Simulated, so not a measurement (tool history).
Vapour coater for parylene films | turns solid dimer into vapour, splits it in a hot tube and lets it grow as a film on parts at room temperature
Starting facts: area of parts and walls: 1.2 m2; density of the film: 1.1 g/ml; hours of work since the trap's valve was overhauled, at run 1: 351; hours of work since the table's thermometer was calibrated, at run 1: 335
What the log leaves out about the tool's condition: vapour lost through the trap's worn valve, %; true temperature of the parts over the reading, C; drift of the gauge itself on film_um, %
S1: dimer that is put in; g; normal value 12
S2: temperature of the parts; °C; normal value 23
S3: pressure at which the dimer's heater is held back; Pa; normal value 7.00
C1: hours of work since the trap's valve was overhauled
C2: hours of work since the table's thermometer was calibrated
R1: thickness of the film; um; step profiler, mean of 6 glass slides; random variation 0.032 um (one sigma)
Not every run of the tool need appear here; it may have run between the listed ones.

{"run": 1, "day": 0.0, "S1": 12, "S2": 23, "S3": 7.0, "C1": 351, "C2": 335, "R1": 5.99}
{"run": 2, "day": 1.521, "S1": 12, "S2": 23, "S3": 7.0, "C1": 367, "C2": 352, "R1": 5.95}
{"run": 3, "day": 2.7, "S1": 12, "S2": 23, "S3": 7.0, "C1": 379, "C2": 364, "R1": 6.01}
{"run": 4, "day": 3.538, "S1": 12, "S2": 23, "S3": 7.0, "C1": 388, "C2": 373, "R1": 5.97}
{"run": 5, "day": 4.912, "S1": 12, "S2": 22, "S3": 7.0, "C1": 403, "C2": 388, "R1": 6.2}
{"run": 6, "day": 6.3, "S1": 12, "S2": 22, "S3": 7.0, "C1": 418, "C2": 403, "R1": 6.28}
{"run": 7, "day": 7.033, "S1": 12, "S2": 22, "S3": 7.0, "C1": 426, "C2": 411, "R1": 6.25}
{"run": 8, "day": 7.721, "S1": 12, "S2": 22, "S3": 7.0, "C1": 433, "C2": 418, "R1": 6.23}
{"run": 9, "day": 8.612, "S1": 12, "S2": 22, "S3": 7.0, "C1": 443, "C2": 427, "R1": 6.22}
{"run": 10, "day": 10.129, "S1": 12, "S2": 23, "S3": 7.0, "C1": 459, "C2": 444, "R1": 5.91}
{"run": 11, "day": 11.317, "S1": 12, "S2": 23, "S3": 7.0, "C1": 471, "C2": 456, "R1": 5.92}
{"run": 12, "day": 12.608, "S1": 12, "S2": 23, "S3": 7.0, "C1": 485, "C2": 470, "R1": 5.92}
{"run": 13, "day": 13.7, "S1": 12, "S2": 23, "S3": 4.36, "C1": 497, "C2": 482, "R1": 6.04}
{"run": 14, "day": 14.471, "S1": 12, "S2": 23, "S3": 7.0, "C1": 505, "C2": 490, "R1": 5.94}
{"run": 15, "day": 15.129, "S1": 12, "S2": 23, "S3": 7.0, "C1": 512, "C2": 497, "R1": 5.88}
{"run": 16, "day": 15.954, "S1": 12, "S2": 23, "S3": 7.0, "C1": 521, "C2": 506, "R1": 5.96}
{"run": 17, "day": 17.458, "S1": 12, "S2": 27, "S3": 2.37, "C1": 537, "C2": 522, "R1": 5.26}
{"run": 18, "day": 18.379, "S1": 6, "S2": 34, "S3": 3.2, "C1": 547, "C2": 532, "R1": 1.94}
{"run": 19, "day": 19.908, "S1": 6, "S2": 32, "S3": 8.62, "C1": 563, "C2": 548, "R1": 2.0}
{"run": 20, "day": 21.383, "S1": 6, "S2": 32, "S3": 8.62, "C1": 579, "C2": 564, "R1": 2.0}
{"run": 21, "day": 22.258, "S1": 17, "S2": 29, "S3": 4.0, "C1": 588, "C2": 573, "R1": 6.67}
{"run": 22, "day": 22.9, "S1": 17, "S2": 33, "S3": 4.0, "C1": 595, "C2": 580, "R1": 5.64}
{"run": 23, "day": 24.092, "S1": 5, "S2": 23, "S3": 5.29, "C1": 608, "C2": 593, "R1": 2.49}
{"run": 24, "day": 24.762, "S1": 8, "S2": 28, "S3": 6.78, "C1": 615, "C2": 600, "R1": 3.17}
{"run": 25, "day": 25.979, "S1": 8, "S2": 17, "S3": 2.17, "C1": 628, "C2": 613, "R1": 5.33}
{"run": 26, "day": 26.9, "S1": 12, "S2": 28, "S3": 4.43, "C1": 638, "C2": 623, "R1": 4.85}
{"run": 27, "day": 27.562, "S1": 12, "S2": 28, "S3": 4.43, "C1": 645, "C2": 630, "R1": 4.82}
{"run": 28, "day": 28.338, "S1": 21, "S2": 24, "S3": 7.0, "C1": 653, "C2": 638, "R1": 9.82}

Each row is a separate what-if for the run after 28, all from the same tool condition, not one after another. Results?
{"run": "A", "day": 29.092, "S1": 9, "S2": 35, "S3": 7.0, "C1": 661, "C2": 646, "R1": "?"}
{"run": "B", "day": 29.092, "S1": 6, "S2": 15, "S3": 7.03, "C1": 661, "C2": 646, "R1": "?"}
{"run": "C", "day": 29.092, "S1": 9, "S2": 31, "S3": 5.53, "C1": 661, "C2": 646, "R1": "?"}
{"run": "D", "day": 29.092, "S1": 12, "S2": 23, "S3": 6.03, "C1": 661, "C2": 646, "R1": "?"}
{"run": "E", "day": 29.092, "S1": 5, "S2": 15, "S3": 4.32, "C1": 661, "C2": 646, "R1": "?"}

run=A R1=2.65
run=B R1=4.08
run=C R1=3.17
run=D R1=5.86
run=E R1=3.51
Take away the tool's hidden state, keep each run's random variation, and the runs would have read:
run=A R1=2.81
run=B R1=4.32
run=C R1=3.36
run=D R1=6.21
run=E R1=3.72

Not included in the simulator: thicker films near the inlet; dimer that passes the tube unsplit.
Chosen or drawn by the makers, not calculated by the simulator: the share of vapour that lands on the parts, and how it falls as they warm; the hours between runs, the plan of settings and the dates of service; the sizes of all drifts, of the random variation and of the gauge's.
